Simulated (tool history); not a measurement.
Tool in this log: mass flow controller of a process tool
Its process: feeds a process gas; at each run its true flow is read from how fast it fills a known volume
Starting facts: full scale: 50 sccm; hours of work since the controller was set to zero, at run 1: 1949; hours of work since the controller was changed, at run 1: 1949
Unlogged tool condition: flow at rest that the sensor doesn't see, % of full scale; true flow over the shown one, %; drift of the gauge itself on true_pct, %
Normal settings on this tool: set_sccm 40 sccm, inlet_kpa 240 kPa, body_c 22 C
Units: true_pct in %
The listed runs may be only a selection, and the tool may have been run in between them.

run	hour	set_sccm	inlet_kpa	body_c	hours of work since the controller was set to zero	hours of work since the controller was changed	true_pct
1	0	40	240	22	1949	1949	100.12
2	195	40	240	22	2090	2090	100.07
3	459.4	40	240	22	2282	2282	100.09
4	640.9	40	240	22	2413	2413	99.91
5	893.8	40	240	22	2596	2596	100.01
6	1052.1	40	240	22	2711	2711	99.94
7	1394.1	40	240	22	2958	2958	100.05
8	1704	16	240	22	3183	3183	99.65
9	1904.8	40	240	22	3328	3328	100.07
10	2073.2	40	223	22	3450	3450	99.96
11	2373.6	40	223	22	3668	3668	100.13
12	2567	13	240	22	3808	3808	99.6
13	2879.5	13	240	22	4034	4034	99.66
14	3207.1	13	240	22	4271	4271	99.55
15	3365.9	40	195	22	4386	4386	100.28
16	3708.2	40	240	22	4634	4634	100.05
17	3878.2	40	240	22	4757	4757	99.95
18	4173.4	40	240	22	4971	4971	99.98
19	4462.8	40	240	22	5180	5180	100.03
20	4794	40	231	22	5420	5420	100.16
21	5020.7	50	149	29	5584	5584	99.85
22	5177.9	40	247	22	5698	5698	99.94
23	5486.8	20	213	27	5922	5922	99.28
24	5674.3	31	213	30	6057	6057	99.22
25	5944.8	40	230	22	6253	6253	100.18
26	6274.7	40	230	22	6492	6492	99.99
27	6442.4	6	222	22	6614	6614	99.57
28	6650.6	9	226	22	6764	6764	99.48
# hour 6779.9: controller's zero set anew
29	6896.6	7	255	21	85	6942	99.52
30	7239.9	7	169	21	333	7191	99.87
31	7406.4	40	166	32	454	7311	99.4
32	7642.5	40	166	32	625	7482	99.35
33	7886.3	25	219	22	801	7659	99.82
34	8229.1	16	171	31	1049	7907	99.08
35	8576.5	16	171	29	1301	8158	99.16
36	8719.1	12	210	36	1404	8262	98.46
37	9033.8	12	210	36	1632	8489	98.5
38	9192.3	12	210	36	1747	8604	98.54
39	9367.9	6	234	37	1874	8731	98.37
40	9587.9	40	152	39	2033	8891	98.81

3 ways to go on from here, each from the tool as it stands after run 40. What would each give?
A	9791.7	38	159	22	2181	9038	?
B	9791.7	27	269	39	2181	9038	?
C	9791.7	49	226	23	2181	9038	?

run	true_pct
A	100.05
B	98.3
C	100.06
Stripped of hidden state, with their random variation kept, the same runs would have yielded:
run	true_pct
A	100.04
B	98.29
C	100.05
